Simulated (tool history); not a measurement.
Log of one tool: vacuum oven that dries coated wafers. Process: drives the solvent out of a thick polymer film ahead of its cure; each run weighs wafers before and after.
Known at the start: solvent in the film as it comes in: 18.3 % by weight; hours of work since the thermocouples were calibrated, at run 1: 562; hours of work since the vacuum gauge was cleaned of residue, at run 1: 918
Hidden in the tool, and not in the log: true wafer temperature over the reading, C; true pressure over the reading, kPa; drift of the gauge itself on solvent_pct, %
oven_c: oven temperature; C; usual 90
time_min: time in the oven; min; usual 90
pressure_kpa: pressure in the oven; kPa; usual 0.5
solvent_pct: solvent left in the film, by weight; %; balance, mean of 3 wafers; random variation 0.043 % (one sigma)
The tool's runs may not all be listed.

run	day	oven_c	time_min	pressure_kpa	hours of work since the thermocouples were calibrated	hours of work since the vacuum gauge was cleaned of residue	solvent_pct
1	0	90	90	0.5	562	918	3.96
2	1.912	90	90	0.5	598	954	4.02
3	3.712	90	90	0.5	631	987	4.07
4	5.033	90	90	0.5	656	1012	4.06
5	7.9	90	90	0.5	709	1065	4.06
6	9.329	90	89	0.5	736	1092	4.08
7	11.733	90	75	0.5	781	1137	4.85
8	13.296	90	90	0.5	810	1166	3.97
9	14.9	99	90	0.5	840	1195	1.53
10	16.079	99	64	0.5	862	1217	2.78
11	18.042	92	131	0.98	898	1254	2.21
12	20.379	102	62	1.26	942	1297	2.45
13	22.262	102	62	1.26	977	1332	2.5
# day 24.321: vacuum gauge cleaned of residue and calibrated
14	24.867	102	87	0.495	1024	10	0.93
15	26.908	102	87	0.495	1062	48	0.92
16	28.596	105	87	1.936	1093	80	1.33
17	31.417	104	87	0.404	1146	132	0.67

The same runs without the tool's hidden state, with the same run-to-run variation:
run	solvent_pct
1	3.91
2	3.98
3	4.05
4	4.04
5	4.06
6	4.09
7	4.92
8	4.02
9	1.48
10	2.85
11	2.15
12	2.52
13	2.58
14	1.13
15	1.12
16	1.49
17	0.82
